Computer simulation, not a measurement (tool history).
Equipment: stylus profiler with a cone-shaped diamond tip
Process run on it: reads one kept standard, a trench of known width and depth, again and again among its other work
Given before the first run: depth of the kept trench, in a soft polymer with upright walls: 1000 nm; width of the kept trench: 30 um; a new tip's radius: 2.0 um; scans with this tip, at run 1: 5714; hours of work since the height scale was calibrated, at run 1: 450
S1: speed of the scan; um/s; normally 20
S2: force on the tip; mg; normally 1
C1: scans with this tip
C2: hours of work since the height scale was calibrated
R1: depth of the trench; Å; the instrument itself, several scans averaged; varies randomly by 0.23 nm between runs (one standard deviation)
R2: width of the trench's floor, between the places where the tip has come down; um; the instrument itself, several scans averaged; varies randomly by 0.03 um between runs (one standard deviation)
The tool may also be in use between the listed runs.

run,hour,S1,S2,C1,C2,R1,R2
1,0,20,1,5714,450,10109.9,25.12
2,38.9,20,1,5933,467,10109.1,25.06
3,60.3,20,1,6054,477,10109.6,25.01
4,92.2,20,1,6233,491,10109.5,25.01
5,128.6,64,1,6438,507,10111.6,24.71
6,145.1,64,1,6531,514,10112.7,24.59
7,161.8,64,1,6625,522,10113.4,24.61
8,195.4,64,0.8,6815,537,10102.1,24.57
# hour 197.7: height scale calibrated on a step standard
9,229.5,64,0.8,7004,14,10104.8,24.58
10,261,20,1,7181,28,10119.3,24.85
11,299.4,8,1,7397,45,10119.8,24.81
12,333.5,20,1,7589,60,10117.2,24.73
13,354.9,20,1,7710,70,10118.8,24.8
14,390.6,20,1,7910,85,10120.4,24.76
15,413.7,20,1,8041,96,10121.3,24.72
# hour 416.7: height scale calibrated on a step standard, once more
16,450.4,16,1.32,8245,15,10111.7,24.73
17,471,16,1.32,8361,24,10112.4,24.63
18,500,53,1,8524,37,10092.6,24.39
19,532.7,52,2.15,8708,51,10157.7,24.49
20,550.8,9,0.83,8810,59,10083.3,24.59
21,584.4,48,1.13,8999,74,10104.5,24.36
22,608.8,16,2.18,9136,85,10159.1,24.61
# hour 615.6: new tip fitted, height scale calibrated
23,650.1,24,0.54,194,15,10059.1,26.23
24,687.9,36,1.92,407,32,10144.1,26.25
25,720.6,7,0.44,591,47,10055.5,26.34
26,747.4,59,0.96,742,58,10095.7,25.92
27,779.3,33,0.76,921,73,10083.5,26.03
28,819.1,33,0.76,1146,90,10083.3,25.99

What differs in the tool's unlogged condition from the final listed run ahead of each entry between runs to the first listed run following it?
Run 8 -> run 9: height scale calibrated on a step standard (hour 197.7)
  radius of the tip, um: 3.57 -> 3.61; height scale over the true one, %: 0.217 -> 0.253
  what was measured, less what the result would be without the hidden state, R1: +21.9 -> +25.5 Å; R2: -1.5 -> -1.52 um
Run 15 -> run 16: height scale calibrated on a step standard, once more (hour 416.7)
  radius of the tip, um: 3.84 -> 3.89; height scale over the true one, %: 0.292 -> 0.006
  what was measured, less what the result would be without the hidden state, R1: +29.5 -> +0.7 Å; R2: -1.71 -> -1.74 um
Run 22 -> run 23: new tip fitted, height scale calibrated (hour 615.6)
  radius of the tip, um: 4.08 -> 2.06; height scale over the true one, %: 0.039 -> 0.001
  what was measured, less what the result would be without the hidden state, R1: +4 -> +0.1 Å; R2: -1.89 -> -0.06 um
